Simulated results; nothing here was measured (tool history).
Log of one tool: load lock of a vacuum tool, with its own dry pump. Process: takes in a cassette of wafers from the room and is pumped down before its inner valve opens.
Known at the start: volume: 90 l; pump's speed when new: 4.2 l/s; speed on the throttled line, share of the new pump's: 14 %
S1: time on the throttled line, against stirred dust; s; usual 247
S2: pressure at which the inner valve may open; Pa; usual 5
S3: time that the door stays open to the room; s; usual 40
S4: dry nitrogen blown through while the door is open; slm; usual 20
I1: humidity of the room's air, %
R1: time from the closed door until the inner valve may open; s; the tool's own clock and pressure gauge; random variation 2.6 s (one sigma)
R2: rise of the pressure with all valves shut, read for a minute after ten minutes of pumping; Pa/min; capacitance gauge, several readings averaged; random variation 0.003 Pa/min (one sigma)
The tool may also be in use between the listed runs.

| run | hour | S1 | S2 | S3 | S4 | I1 | R1 | R2 |
|---|---|---|---|---|---|---|---|---|
| 1 | 0.0 | 247 | 5 | 40 | 20 | 42.3 | 479.8 | 0.095 |
| 2 | 296.6 | 247 | 5 | 40 | 20 | 44.2 | 479.8 | 0.105 |
| 3 | 494.5 | 247 | 5 | 40 | 20 | 42.6 | 482.1 | 0.101 |
| 4 | 667.4 | 378 | 5 | 40 | 20 | 43.7 | 590.5 | 0.110 |
| 5 | 986.3 | 378 | 5 | 40 | 20 | 45.2 | 593.0 | 0.122 |
| 6 | 1293.6 | 247 | 5 | 40 | 20 | 46.1 | 490.8 | 0.124 |
|  | 1376.4 | dry pump taken out, an overhauled one fitted |
| 7 | 1626.8 | 247 | 5 | 40 | 20 | 45.6 | 430.0 | 0.142 |
| 8 | 1830.3 | 247 | 5 | 40 | 20 | 47.1 | 431.0 | 0.137 |
| 9 | 2035.7 | 247 | 5 | 43 | 20 | 47.8 | 429.9 | 0.147 |
| 10 | 2252.3 | 247 | 5 | 43 | 20 | 42.3 | 430.3 | 0.148 |
| 11 | 2488.3 | 247 | 5 | 40 | 20 | 43.7 | 437.6 | 0.158 |
| 12 | 2686.4 | 247 | 5 | 40 | 20 | 45.7 | 430.8 | 0.160 |

Forecast run 13:
| 13 | 2836.7 | 188 | 5 | 40 | 20 | 44.3 | ? | ? |

R1: 387.8 s
R2: 0.170 Pa/min
Without the tool's hidden state the same run would have given R1 379.0 s, R2 0.024 Pa/min.
